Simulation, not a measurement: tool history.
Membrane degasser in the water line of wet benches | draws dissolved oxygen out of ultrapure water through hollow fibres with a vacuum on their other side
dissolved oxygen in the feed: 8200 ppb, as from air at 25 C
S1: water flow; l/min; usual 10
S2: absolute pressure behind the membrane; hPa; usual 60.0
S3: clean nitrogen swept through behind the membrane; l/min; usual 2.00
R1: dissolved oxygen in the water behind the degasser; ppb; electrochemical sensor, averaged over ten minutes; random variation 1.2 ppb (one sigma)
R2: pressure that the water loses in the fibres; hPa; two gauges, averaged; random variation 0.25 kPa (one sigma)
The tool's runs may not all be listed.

run 1 hour=0.0 | S1=10 S2=60.0 S3=2.00 | R1=137.8 R2=697.0
run 2 hour=109.9 | S1=10 S2=60.0 S3=2.97 | R1=126.4 R2=699.4
run 3 hour=314.3 | S1=10 S2=60.0 S3=2.00 | R1=138.6 R2=697.3
run 4 hour=514.4 | S1=10 S2=82.9 S3=2.00 | R1=168.0 R2=711.3
run 5 hour=700.8 | S1=6 S2=60.0 S3=2.00 | R1=50.2 R2=420.9
run 6 hour=919.9 | S1=6 S2=60.0 S3=2.00 | R1=50.9 R2=420.7
run 7 hour=1108.8 | S1=10 S2=60.0 S3=2.00 | R1=140.2 R2=706.3
run 8 hour=1214.3 | S1=10 S2=60.0 S3=2.00 | R1=142.8 R2=705.6
-- hour=1399.2 vacuum gauge calibrated
run 9 hour=1399.2 | S1=10 S2=60.0 S3=2.00 | R1=136.3 R2=712.2
run 10 hour=1577.0 | S1=10 S2=60.0 S3=2.00 | R1=140.4 R2=706.8
run 11 hour=1788.4 | S1=10 S2=60.0 S3=2.00 | R1=140.3 R2=710.5
run 12 hour=1937.5 | S1=10 S2=60.0 S3=2.00 | R1=138.2 R2=711.8
run 13 hour=2059.8 | S1=10 S2=60.0 S3=2.00 | R1=143.0 R2=706.6
run 14 hour=2172.3 | S1=10 S2=60.0 S3=2.00 | R1=143.1 R2=706.4
run 15 hour=2332.1 | S1=10 S2=60.0 S3=1.09 | R1=168.6 R2=712.3
run 16 hour=2446.3 | S1=10 S2=60.0 S3=1.09 | R1=169.9 R2=712.4
run 17 hour=2560.6 | S1=10 S2=91.8 S3=2.00 | R1=180.7 R2=711.5
run 18 hour=2677.1 | S1=6 S2=70.0 S3=0.95 | R1=87.8 R2=426.8

Run 19 comes next. What will it give?
run 19 hour=2872.5 | S1=12 S2=143.7 S3=5.79 | R1=? R2=?

{"run 19": {"R1": 216.4, "R2": 852.3}}
Without the tool's hidden state the same run would have given R1 179.1 ppb, R2 799.5 hPa.
